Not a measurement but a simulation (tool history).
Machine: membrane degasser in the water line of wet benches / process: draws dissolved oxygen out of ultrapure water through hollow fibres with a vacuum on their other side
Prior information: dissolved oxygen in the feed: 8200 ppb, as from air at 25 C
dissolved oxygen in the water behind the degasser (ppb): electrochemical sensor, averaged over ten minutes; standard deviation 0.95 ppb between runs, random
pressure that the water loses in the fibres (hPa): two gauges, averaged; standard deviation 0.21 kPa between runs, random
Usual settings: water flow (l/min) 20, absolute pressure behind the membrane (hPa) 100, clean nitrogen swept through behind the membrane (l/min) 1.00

run	hour	water flow (l/min)	absolute pressure behind the membrane (hPa)	clean nitrogen swept through behind the membrane (l/min)	dissolved oxygen in the water behind the degasser (ppb)	pressure that the water loses in the fibres (hPa)
1	0.0	20	100	1.00	298.5	491.9
2	46.4	20	100	1.00	298.9	494.8
3	75.2	20	100	1.00	297.8	491.5
4	104.0	20	100	1.00	297.2	492.6
5	135.6	20	100	1.00	300.0	494.6
6	159.7	20	100	1.00	296.9	492.2
7	191.3	20	100	1.00	298.9	491.5
8	212.8	20	100	1.00	298.1	494.1
9	242.7	20	100	1.00	300.3	493.4
10	279.7	20	100	1.00	298.0	490.5
11	318.4	20	100	1.00	298.5	494.5
12	345.5	20	100	1.00	298.6	491.8
# hour 379.3: vacuum gauge calibrated
13	386.6	31	100	1.00	436.2	762.2
14	431.1	31	100	1.00	436.8	764.6
15	451.8	19	100	1.00	283.4	468.3
16	476.6	20	100	0.46	556.4	489.4
17	500.1	22	100	0.42	636.3	536.3
18	537.9	22	95	0.82	353.7	542.8
19	579.7	22	95	0.82	354.3	537.1
20	626.3	22	154	1.52	396.3	538.2
21	658.1	32	70	0.61	378.9	790.3
22	682.9	32	70	0.61	378.4	786.7
23	705.6	22	100	1.22	273.9	543.7
24	735.1	31	100	1.53	310.7	767.9
25	760.2	14	100	1.41	158.0	345.2
26	783.4	28	178	2.33	402.5	686.5
27	828.8	23	159	0.90	657.0	564.4
28	852.5	23	159	0.90	659.6	568.0
29	889.9	20	149	2.03	269.2	492.6
30	924.9	20	100	1.39	223.4	494.4
31	965.2	31	106	1.00	472.1	766.4

Forecast each of these 3 alternatives for the next run:
A	994.9	22	71	0.99	?	?
B	994.9	27	68	0.63	?	?
C	994.9	24	162	0.73	?	?

run	dissolved oxygen in the water behind the degasser (ppb)	pressure that the water loses in the fibres (hPa)
A	192.2	541.9
B	306.7	661.3
C	819.1	587.1
Without the tool's hidden state the same runs would have given:
run	dissolved oxygen in the water behind the degasser (ppb)	pressure that the water loses in the fibres (hPa)
A	192.2	541.7
B	306.6	661.2
C	819.0	586.9
